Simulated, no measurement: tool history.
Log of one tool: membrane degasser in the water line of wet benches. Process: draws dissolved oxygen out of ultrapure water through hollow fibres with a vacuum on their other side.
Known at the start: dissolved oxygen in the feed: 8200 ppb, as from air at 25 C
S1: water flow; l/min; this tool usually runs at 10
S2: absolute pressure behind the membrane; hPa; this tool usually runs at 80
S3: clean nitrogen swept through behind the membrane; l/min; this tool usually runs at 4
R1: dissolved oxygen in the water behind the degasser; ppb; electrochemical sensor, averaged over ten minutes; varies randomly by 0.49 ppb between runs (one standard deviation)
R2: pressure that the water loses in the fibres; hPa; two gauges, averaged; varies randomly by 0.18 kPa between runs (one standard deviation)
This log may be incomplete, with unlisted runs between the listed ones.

Run 1, hour 0: usual settings. Result: R1 38.8 ppb, R2 302.7 hPa.
Run 2, hour 67.4: usual settings but S2 74.2 hPa. Result: R1 35 ppb, R2 301.3 hPa.
Run 3, hour 112.1: usual settings but S2 62.6 hPa. Result: R1 27.1 ppb, R2 304.3 hPa.
Run 4, hour 145.6: usual settings but S2 62.6 hPa. Result: R1 27.4 ppb, R2 304.3 hPa.
Run 5, hour 186: usual settings but S2 62.6 hPa. Result: R1 27.1 ppb, R2 303 hPa.
Run 6, hour 222.4: usual settings but S1 7 l/min. Result: R1 24.4 ppb, R2 211.3 hPa.
Run 7, hour 277.9: usual settings but S1 7 l/min. Result: R1 24.1 ppb, R2 213.2 hPa.
Run 8, hour 327.7: usual settings. Result: R1 37.6 ppb, R2 299.7 hPa.
Run 9, hour 371.5: usual settings. Result: R1 38.3 ppb, R2 301.7 hPa.
Run 10, hour 427.1: usual settings but S3 9.2 l/min. Result: R1 20.6 ppb, R2 303.4 hPa.
Run 11, hour 497.2: usual settings but S3 9.2 l/min. Result: R1 21.4 ppb, R2 303.7 hPa.
Run 12, hour 563: usual settings but S2 78.5 hPa. Result: R1 37.4 ppb, R2 299.5 hPa.
Run 13, hour 595.8: usual settings but S2 78.5 hPa. Result: R1 36.4 ppb, R2 300.9 hPa.
Run 14, hour 653.9: usual settings but S2 78.5 hPa. Result: R1 37.3 ppb, R2 300.8 hPa.
Run 15, hour 719.5: usual settings but S2 78.5 hPa. Result: R1 37.1 ppb, R2 303.2 hPa.
Run 16, hour 762.3: usual settings but S2 78.5 hPa. Result: R1 36.8 ppb, R2 300.4 hPa.
Run 17, hour 803.5: usual settings but S1 8 l/min, S2 60.6 hPa. Result: R1 19.1 ppb, R2 239.1 hPa.
Run 18, hour 841.7: usual settings but S2 111 hPa. Result: R1 57.6 ppb, R2 299.1 hPa.
Run 19, hour 907.1: usual settings but S1 11 l/min, S2 71.8 hPa. Result: R1 36.9 ppb, R2 329.7 hPa.
Run 20, hour 941.4: usual settings but S1 9 l/min, S2 62.5 hPa, S3 1.61 l/min. Result: R1 48.4 ppb, R2 269.6 hPa.
Run 21, hour 982.9: usual settings but S1 14 l/min, S2 161.3 hPa, S3 7.27 l/min. Result: R1 81.5 ppb, R2 419.7 hPa.
Run 22, hour 1028.9: usual settings but S1 11 l/min, S2 77.9 hPa, S3 5.68 l/min. Result: R1 33.1 ppb, R2 332.5 hPa.
Run 23, hour 1102.9: usual settings but S1 11 l/min, S2 102 hPa, S3 3.11 l/min. Result: R1 71.2 ppb, R2 331 hPa.
Run 24, hour 1160.4: usual settings but S2 104.7 hPa, S3 4.74 l/min. Result: R1 46.6 ppb, R2 297.4 hPa.
Run 25, hour 1208.9: usual settings but S1 13 l/min, S3 2.84 l/min. Result: R1 69.7 ppb, R2 387 hPa.
Run 26, hour 1244.9: usual settings but S1 13 l/min, S2 139.8 hPa, S3 6.32 l/min. Result: R1 72.4 ppb, R2 391.3 hPa.
Run 27, hour 1288.6: usual settings but S1 7 l/min, S2 111.5 hPa, S3 9.82 l/min. Result: R1 16.7 ppb, R2 207.3 hPa.
At hour 1293.5: vacuum gauge calibrated.
Run 28, hour 1327.6: usual settings but S1 7 l/min, S2 192.1 hPa, S3 9.31 l/min. Result: R1 33.1 ppb, R2 206.1 hPa.
Run 29, hour 1365: usual settings but S3 5.58 l/min. Result: R1 30.8 ppb, R2 300.7 hPa.
Run 30, hour 1421.4: usual settings but S3 5.58 l/min. Result: R1 30.6 ppb, R2 299.4 hPa.
Run 31, hour 1496: usual settings but S1 14 l/min, S2 70.9 hPa, S3 5.31 l/min. Result: R1 44.2 ppb, R2 416 hPa.

What does the tool deliver on the next run?
Run 32, hour 1536.4: usual settings but S1 14 l/min, S2 70.9 hPa, S3 5.31 l/min. Result: R1 ?, R2 ?.

Run 32 measured R1 44.6 ppb, R2 415.2 hPa.
Without the tool's hidden state the same run would have given R1 44.5 ppb, R2 424.1 hPa.

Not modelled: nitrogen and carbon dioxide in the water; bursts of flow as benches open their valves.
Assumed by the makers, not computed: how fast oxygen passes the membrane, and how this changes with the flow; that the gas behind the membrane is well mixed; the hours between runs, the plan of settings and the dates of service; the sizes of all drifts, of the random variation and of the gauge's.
